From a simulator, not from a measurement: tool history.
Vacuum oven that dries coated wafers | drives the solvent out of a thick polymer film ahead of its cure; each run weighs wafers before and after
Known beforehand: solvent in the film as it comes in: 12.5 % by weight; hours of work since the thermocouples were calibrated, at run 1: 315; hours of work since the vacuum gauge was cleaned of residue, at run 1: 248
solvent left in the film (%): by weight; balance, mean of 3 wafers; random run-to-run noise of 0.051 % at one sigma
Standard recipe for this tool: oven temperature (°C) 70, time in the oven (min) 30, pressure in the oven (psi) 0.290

run    hour  oven temperature (°C)  time in the oven (min)  pressure in the oven (psi)  hours of work since the thermocouples were calibrated  hours of work since the vacuum gauge was cleaned of residue  solvent left in the film (%)
  1     0.0                     70                      30                       0.290                                                    315                                                          248                          1.38
  2    44.9                     55                      30                       0.290                                                    336                                                          270                          5.68
  3    93.9                     55                      30                       0.290                                                    360                                                          293                          5.59
  4   134.8                     55                      30                       0.290                                                    379                                                          312                          5.83
  5   171.0                     70                      30                       0.290                                                    396                                                          329                          1.25
  6   198.0                     70                      30                       0.290                                                    409                                                          342                          1.32
  7   249.5                     70                      18                       0.290                                                    434                                                          367                          2.64
  8   276.5                     70                      30                       0.888                                                    446                                                          379                          2.53
  9   307.1                     70                      30                       0.888                                                    461                                                          394                          2.59
 10   343.7                     70                      30                       0.290                                                    478                                                          411                          1.31
 11   380.8                     70                      30                       0.290                                                    496                                                          429                          1.41
 12   426.1                     70                      30                       0.290                                                    517                                                          450                          1.38
 13   448.7                     70                      30                       0.290                                                    528                                                          461                          1.41
 14   478.7                     70                      30                       0.290                                                    542                                                          475                          1.40
 15   508.4                     70                      30                       0.290                                                    556                                                          489                          1.35
 16   557.8                     70                      30                       0.290                                                    580                                                          513                          1.40
 17   597.0                     70                      30                       0.290                                                    598                                                          531                          1.44
 18   620.6                     70                      30                       0.290                                                    610                                                          543                          1.40
 19   643.2                     70                      30                       0.290                                                    620                                                          553                          1.34
 20   694.4                     59                      30                       0.557                                                    645                                                          578                          5.16
 21   727.9                     68                      39                       0.352                                                    661                                                          594                          1.50
 22   764.6                     68                      39                       0.352                                                    678                                                          611                          1.41
 23   794.1                     72                      30                       0.146                                                    692                                                          625                          0.91
 24   821.6                     64                      21                       0.466                                                    705                                                          638                          4.54
 25   860.8                     64                      21                       0.466                                                    724                                                          657                          4.65
      891.9  -- oven's thermocouples calibrated
 26   913.9                     64                      21                       0.466                                                     10                                                          681                          4.17
 27   964.0                     64                      21                       0.466                                                     34                                                          705                          4.26
 28   987.1                     67                      21                       0.619                                                     45                                                          716                          3.77
 29  1028.9                     70                      25                       0.661                                                     65                                                          735                          2.48
 30  1060.1                     55                      29                       0.345                                                     80                                                          750                          5.92
 31  1103.1                     58                      22                       0.290                                                    100                                                          771                          5.83
 32  1144.0                     58                      17                       0.290                                                    120                                                          790                          6.43
 33  1182.6                     58                      17                       0.290                                                    138                                                          808                          6.59
 34  1227.3                     64                      17                       0.566                                                    159                                                          830                          5.24
 35  1268.7                     64                      17                       0.566                                                    179                                                          849                          5.33
 36  1314.1                     70                      40                       0.290                                                    200                                                          871                          1.06

4 options for the next run, each taken on its own from the tool as it stands now. Forecast them:
  A  1347.9                     70                      40                       0.893                                                    216                                                          887                             ?
  B  1347.9                     70                      30                       0.232                                                    216                                                          887                             ?
  C  1347.9                     82                      40                       0.162                                                    216                                                          887                             ?
  D  1347.9                     62                      40                       0.290                                                    216                                                          887                             ?

run  solvent left in the film (%)
  A                          2.34
  B                          1.31
  C                          0.26
  D                          2.59
With no hidden state in the tool, these same runs would have given:
run  solvent left in the film (%)
  A                          2.11
  B                          1.06
  C                          0.21
  D                          2.21
